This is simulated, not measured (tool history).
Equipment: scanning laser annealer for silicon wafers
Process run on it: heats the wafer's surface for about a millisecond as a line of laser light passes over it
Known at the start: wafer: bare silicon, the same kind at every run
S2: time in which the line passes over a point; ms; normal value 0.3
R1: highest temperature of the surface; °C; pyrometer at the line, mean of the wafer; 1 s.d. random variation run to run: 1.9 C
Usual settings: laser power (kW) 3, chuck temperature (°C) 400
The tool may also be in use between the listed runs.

{"run": 1, "day": 0.0, "laser power (kW)": 3, "S2": 0.3, "chuck temperature (°C)": 400, "R1": 1095}
{"run": 2, "day": 1.008, "laser power (kW)": 3, "S2": 0.229, "chuck temperature (°C)": 400, "R1": 1020}
{"run": 3, "day": 1.692, "laser power (kW)": 3, "S2": 0.229, "chuck temperature (°C)": 400, "R1": 1021}
{"run": 4, "day": 2.362, "laser power (kW)": 3, "S2": 0.229, "chuck temperature (°C)": 400, "R1": 1018}
{"run": 5, "day": 3.071, "laser power (kW)": 3, "S2": 0.3, "chuck temperature (°C)": 400, "R1": 1098}
{"run": 6, "day": 4.15, "laser power (kW)": 3, "S2": 0.293, "chuck temperature (°C)": 400, "R1": 1086}
{"run": 7, "day": 5.233, "laser power (kW)": 3.186, "S2": 0.293, "chuck temperature (°C)": 400, "R1": 1134}
{"run": 8, "day": 5.912, "laser power (kW)": 2.757, "S2": 0.291, "chuck temperature (°C)": 372, "R1": 995}
{"day": 6.175, "done": "optics aligned, line set to its width"}
{"run": 9, "day": 6.842, "laser power (kW)": 2.865, "S2": 0.253, "chuck temperature (°C)": 368, "R1": 976}
{"run": 10, "day": 7.675, "laser power (kW)": 2.616, "S2": 0.3, "chuck temperature (°C)": 361, "R1": 955}
{"run": 11, "day": 8.162, "laser power (kW)": 3, "S2": 0.313, "chuck temperature (°C)": 378, "R1": 1080}
{"run": 12, "day": 8.817, "laser power (kW)": 3, "S2": 0.313, "chuck temperature (°C)": 378, "R1": 1081}

Predict each of these 5 candidate next runs independently; none follows another, all start after run 12:
{"run": "A", "day": 9.542, "laser power (kW)": 2.625, "S2": 0.364, "chuck temperature (°C)": 425, "R1": "?"}
{"run": "B", "day": 9.542, "laser power (kW)": 3, "S2": 0.313, "chuck temperature (°C)": 437, "R1": "?"}
{"run": "C", "day": 9.542, "laser power (kW)": 3, "S2": 0.3, "chuck temperature (°C)": 431, "R1": "?"}
{"run": "D", "day": 9.542, "laser power (kW)": 3.102, "S2": 0.238, "chuck temperature (°C)": 401, "R1": "?"}
{"run": "E", "day": 9.542, "laser power (kW)": 2.95, "S2": 0.319, "chuck temperature (°C)": 433, "R1": "?"}

run=A R1=1069
run=B R1=1139
run=C R1=1121
run=D R1=1049
run=E R1=1132
Had the tool no hidden state, the same runs would have come out as:
run=A R1=1089
run=B R1=1162
run=C R1=1143
run=D R1=1069
run=E R1=1154

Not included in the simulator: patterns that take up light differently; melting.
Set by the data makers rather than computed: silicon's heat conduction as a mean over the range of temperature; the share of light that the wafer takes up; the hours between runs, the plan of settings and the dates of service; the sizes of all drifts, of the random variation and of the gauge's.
